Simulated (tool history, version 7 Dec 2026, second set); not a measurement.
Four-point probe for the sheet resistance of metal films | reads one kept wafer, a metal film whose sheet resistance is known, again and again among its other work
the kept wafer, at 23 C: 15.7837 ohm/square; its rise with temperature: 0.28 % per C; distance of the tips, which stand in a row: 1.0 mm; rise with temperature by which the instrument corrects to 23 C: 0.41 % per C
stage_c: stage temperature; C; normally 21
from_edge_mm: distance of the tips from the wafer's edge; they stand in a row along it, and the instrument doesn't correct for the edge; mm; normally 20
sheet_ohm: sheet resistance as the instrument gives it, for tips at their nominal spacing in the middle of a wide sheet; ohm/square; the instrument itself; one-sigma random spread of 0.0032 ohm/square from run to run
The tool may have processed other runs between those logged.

run 1 hour=0.0 | stage_c=21 from_edge_mm=20 | sheet_ohm=15.911942
run 2 hour=24.7 | stage_c=21 from_edge_mm=20 | sheet_ohm=15.915582
run 3 hour=61.6 | stage_c=21 from_edge_mm=20 | sheet_ohm=15.916753
run 4 hour=112.3 | stage_c=19 from_edge_mm=20 | sheet_ohm=15.956440
run 5 hour=157.1 | stage_c=21 from_edge_mm=20 | sheet_ohm=15.921632
run 6 hour=208.3 | stage_c=21 from_edge_mm=20 | sheet_ohm=15.919592
run 7 hour=257.0 | stage_c=21 from_edge_mm=20 | sheet_ohm=15.919091
run 8 hour=288.4 | stage_c=29 from_edge_mm=20 | sheet_ohm=15.757032
run 9 hour=347.5 | stage_c=29 from_edge_mm=20 | sheet_ohm=15.760744
run 10 hour=383.7 | stage_c=21 from_edge_mm=20 | sheet_ohm=15.915809
run 11 hour=434.1 | stage_c=21 from_edge_mm=20 | sheet_ohm=15.922563
run 12 hour=480.5 | stage_c=21 from_edge_mm=20 | sheet_ohm=15.926235
run 13 hour=534.8 | stage_c=21 from_edge_mm=20 | sheet_ohm=15.922824
run 14 hour=585.4 | stage_c=21 from_edge_mm=20 | sheet_ohm=15.925979
run 15 hour=616.5 | stage_c=21 from_edge_mm=20 | sheet_ohm=15.923872
run 16 hour=647.9 | stage_c=21 from_edge_mm=20 | sheet_ohm=15.926918
run 17 hour=705.4 | stage_c=21 from_edge_mm=20 | sheet_ohm=15.929555
-- hour=709.3 stage's thermometer calibrated
run 18 hour=755.4 | stage_c=21 from_edge_mm=39 | sheet_ohm=15.908527
run 19 hour=814.0 | stage_c=27 from_edge_mm=12 | sheet_ohm=15.846328
run 20 hour=849.4 | stage_c=27 from_edge_mm=12 | sheet_ohm=15.845106
run 21 hour=877.4 | stage_c=28 from_edge_mm=6 | sheet_ohm=15.994940
run 22 hour=932.8 | stage_c=34 from_edge_mm=55 | sheet_ohm=15.653059
run 23 hour=960.5 | stage_c=32 from_edge_mm=49 | sheet_ohm=15.699545
run 24 hour=1020.8 | stage_c=30 from_edge_mm=13 | sheet_ohm=15.779006
-- hour=1042.1 stage's thermometer calibrated, once more
run 25 hour=1051.5 | stage_c=22 from_edge_mm=69 | sheet_ohm=15.904451
run 26 hour=1078.3 | stage_c=31 from_edge_mm=7 | sheet_ohm=15.893261
run 27 hour=1130.1 | stage_c=30 from_edge_mm=52 | sheet_ohm=15.743647
run 28 hour=1184.8 | stage_c=26 from_edge_mm=5 | sheet_ohm=16.153586
run 29 hour=1241.1 | stage_c=23 from_edge_mm=60 | sheet_ohm=15.880628
run 30 hour=1298.4 | stage_c=23 from_edge_mm=60 | sheet_ohm=15.884057
run 31 hour=1326.6 | stage_c=23 from_edge_mm=60 | sheet_ohm=15.892429
run 32 hour=1368.0 | stage_c=30 from_edge_mm=20 | sheet_ohm=15.766473
run 33 hour=1414.4 | stage_c=20 from_edge_mm=8 | sheet_ohm=16.080956

Consider 5 possible next runs. They are alternatives, not a sequence: every one starts from the tool as it was left by run 33. What does each give?
run A hour=1448.4 | stage_c=19 from_edge_mm=3 | sheet_ohm=?
run B hour=1448.4 | stage_c=30 from_edge_mm=4 | sheet_ohm=?
run C hour=1448.4 | stage_c=19 from_edge_mm=24 | sheet_ohm=?
run D hour=1448.4 | stage_c=19 from_edge_mm=51 | sheet_ohm=?
run E hour=1448.4 | stage_c=21 from_edge_mm=25 | sheet_ohm=?

run=A sheet_ohm=16.862715
run=B sheet_ohm=16.260397
run=C sheet_ohm=15.991157
run=D sheet_ohm=15.970861
run=E sheet_ohm=15.940939
With the hidden condition removed and each run's random variation left untouched, the same runs would have given:
run=A sheet_ohm=16.754704
run=B sheet_ohm=16.156011
run=C sheet_ohm=15.888256
run=D sheet_ohm=15.868085
run=E sheet_ohm=15.838357
